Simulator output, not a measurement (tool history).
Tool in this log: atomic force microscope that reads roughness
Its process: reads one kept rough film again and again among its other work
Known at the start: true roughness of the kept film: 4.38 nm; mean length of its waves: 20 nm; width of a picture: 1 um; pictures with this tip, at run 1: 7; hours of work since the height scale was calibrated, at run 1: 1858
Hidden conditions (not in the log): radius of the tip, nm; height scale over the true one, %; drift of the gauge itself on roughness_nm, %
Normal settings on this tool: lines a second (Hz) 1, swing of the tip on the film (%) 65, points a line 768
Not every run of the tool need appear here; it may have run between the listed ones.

run      day  lines a second (Hz)  swing of the tip on the film (%)  points a line  pictures with this tip  hours of work since the height scale was calibrated  roughness of the kept film (nm (root mean square))
  1        0                    1                                65            768                       7                                                 1858                                               2.786
  2    2.183                    1                                65            768                     131                                                 1895                                               2.107
       4.046  -- new tip fitted
  3    4.292                    1                                65            768                      14                                                 1930                                               2.778
  4    7.067                    1                                65            768                     173                                                 1977                                               1.974
       8.196  -- new tip fitted
  5   10.158                    1                                65            768                     112                                                 2029                                               2.214
      12.504  -- new tip fitted
  6   13.683                    1                                65            768                      67                                                 2088                                               2.383
        13.9  -- height scale calibrated on a step standard
  7   16.162                    1                                65            768                     206                                                   38                                               1.859
      16.946  -- new tip fitted
  8   17.717                    1                                65            768                      45                                                   64                                               2.561
  9   20.912                    1                                65            768                     227                                                  118                                               1.861
      21.254  -- new tip fitted
 10   23.754                    1                                65            768                     143                                                  165                                               2.161
      25.392  -- new tip fitted
 11   26.146                    1                                65            768                      43                                                  205                                               2.554
 12   29.175                    1                                65            768                     216                                                  256                                               1.872
      29.629  -- new tip fitted
 13   30.833                    1                                65            768                      69                                                  284                                               2.498
 14   33.258                    1                                65            768                     208                                                  325                                               1.935
      33.833  -- new tip fitted
 15   35.671                    1                                65            768                     105                                                  365                                               2.313
      38.212  -- new tip fitted
 16   38.442                    1                                65            768                      13                                                  411                                               2.832
 17   40.992                    1                                65            768                     158                                                  454                                                2.13
      42.479  -- new tip fitted
 18   43.812                    1                                70            768                      76                                                  501                                               2.339
      46.729  -- new tip fitted
 19   46.742                 1.39                                65            768                       1                                                  550                                               2.859
 20   49.604                 2.78                                65            768                     164                                                  598                                               1.942
      50.971  -- new tip fitted
 21   52.175                 2.78                                69            768                      69                                                  641                                               2.193
 22   53.967                    1                                65            768                     171                                                  671                                               1.928
      55.192  -- new tip fitted
 23   56.671                    1                                65            544                      84                                                  717                                               2.397
 24   58.612                    1                                65            544                     195                                                  749                                               1.999
      59.471  -- new tip fitted
 25   61.796                    1                                65            768                     132                                                  803                                               2.161
      63.638  -- new tip fitted
 26   65.192                 1.45                                65            518                      89                                                  859                                               2.316
      68.021  -- new tip fitted
 27   68.471                 2.61                                65            263                      26                                                  914                                               2.471
 28   71.004                 0.97                                61            532                     170                                                  957                                               2.004
      72.388  -- new tip fitted
 29   72.546                 0.97                                85            475                       9                                                  983                                               2.577
 30   74.171                 0.97                                85            475                     102                                                 1010                                               2.079
 31   75.875                 0.54                                62            631                     199                                                 1039                                               1.908
      76.692  -- new tip fitted
 32   79.346                 3.01                                62            590                     151                                                 1097                                               1.954
      80.846  -- new tip fitted
 33   81.412                 3.01                                62            590                      32                                                 1131                                                2.53
 34   83.579                 0.56                                76            590                     156                                                 1168                                               2.064
      85.071  -- new tip fitted
 35   86.775                    1                                64            275                      97                                                 1221                                               2.231
 36    88.35                 1.08                                70            305                     187                                                 1248                                               1.867
      89.271  -- new tip fitted
 37     90.9                 1.08                                70            305                      93                                                 1290                                               2.244
 38   92.388                    1                                58            614                     178                                                 1315                                               1.987
      93.496  -- new tip fitted
 39    95.95                 0.75                                65            768                     140                                                 1375                                               2.166
      97.888  -- new tip fitted
 40   98.075                 0.75                                81           1001                      10                                                 1410                                               2.734
 41  100.717                 1.78                                81            385                     161                                                 1455                                               1.833
     102.067  -- new tip fitted
 42  103.767                 2.47                                80            768                      97                                                 1506                                                1.98
 43  105.725                 0.56                                64            308                     209                                                 1539                                                1.86
     106.217  -- new tip fitted
 44  108.979                 1.09                                64            952                     158                                                 1593                                               2.067
      110.35  -- new tip fitted
 45  111.846                    1                                82            294                      85                                                 1641                                               2.227
 46  113.362                 0.78                                65            374                     172                                                 1667                                               1.986
     114.538  -- new tip fitted
 47   115.35                 0.78                                65            398                      46                                                 1700                                               2.581
 48  117.058                  2.2                                65            499                     144                                                 1729                                               2.058
     118.688  -- new tip fitted
 49  119.308                  3.4                                87            373                      36                                                 1766                                               1.959
 50   122.45                  3.4                                87            373                     215                                                 1819                                                1.38

Measured minus without-hidden-state, run by run (identical run-to-run variation in each term; gauge scatter may differ):
run  roughness of the kept film (nm (root mean square))
  1                                              -0.168
  2                                              -0.828
  3                                              -0.168
  4                                              -0.959
  5                                              -0.739
  6                                               -0.58
  7                                              -1.055
  8                                              -0.363
  9                                              -1.064
 10                                              -0.783
 11                                              -0.363
 12                                              -1.054
 13                                              -0.441
 14                                              -1.001
 15                                              -0.637
 16                                              -0.138
 17                                               -0.81
 18                                              -0.561
 19                                              -0.029
 20                                              -0.812
 21                                               -0.51
 22                                              -0.987
 23                                              -0.515
 24                                              -0.925
 25                                              -0.778
 26                                              -0.552
 27                                              -0.223
 28                                              -0.956
 29                                              -0.163
 30                                              -0.657
 31                                              -1.073
 32                                              -0.827
 33                                              -0.252
 34                                              -0.849
 35                                               -0.64
 36                                              -0.971
 37                                              -0.577
 38                                               -0.97
 39                                               -0.81
 40                                              -0.131
 41                                               -0.77
 42                                              -0.535
 43                                              -1.064
 44                                              -0.876
 45                                              -0.484
 46                                              -0.929
 47                                              -0.323
 48                                              -0.761
 49                                              -0.202
 50                                               -0.78
